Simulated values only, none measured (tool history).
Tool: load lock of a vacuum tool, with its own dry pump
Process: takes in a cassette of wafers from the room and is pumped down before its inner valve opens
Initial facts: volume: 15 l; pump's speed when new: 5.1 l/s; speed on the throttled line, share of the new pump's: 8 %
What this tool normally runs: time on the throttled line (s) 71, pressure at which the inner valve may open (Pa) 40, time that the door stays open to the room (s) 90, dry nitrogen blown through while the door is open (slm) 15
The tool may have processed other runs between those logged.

run,hour,time on the throttled line (s),pressure at which the inner valve may open (Pa),time that the door stays open to the room (s),dry nitrogen blown through while the door is open (slm),"incoming humidity of the room's air, %",time from the closed door until the inner valve may open (s),rise of the pressure with all valves shut (Pa/min)
1,0.0,71,40,90,15,46.7,88.3,0.046
2,152.5,71,40,90,15,47.5,88.6,0.046
3,244.6,71,40,90,15,44.1,88.5,0.038
4,383.1,62,40,90,15,45.2,80.3,0.047
5,528.9,71,40,90,15,46.4,88.4,0.042
6,706.3,71,40,90,5,48.9,88.2,0.059
7,871.3,71,40,90,5,47.4,88.1,0.056
8,1019.6,71,40,90,5,44.9,88.1,0.057
9,1121.3,71,40,90,25,43.8,88.5,0.038
10,1287.2,92,36,190,15,45.3,108.2,0.058

Each row is a separate what-if for the run after 10, all from the same tool condition, not one after another. Results?
A,1436.5,92,36,190,36,46.6,?,?
B,1436.5,92,79,235,14,42.1,?,?
C,1436.5,39,72,90,15,46.1,?,?

run,time from the closed door until the inner valve may open (s),rise of the pressure with all valves shut (Pa/min)
A,107.8,0.043
B,105.6,0.059
C,57.6,0.034
With the hidden condition removed and each run's random variation left untouched, the same runs would have given:
run,time from the closed door until the inner valve may open (s),rise of the pressure with all valves shut (Pa/min)
A,107.8,0.042
B,105.6,0.059
C,57.6,0.034
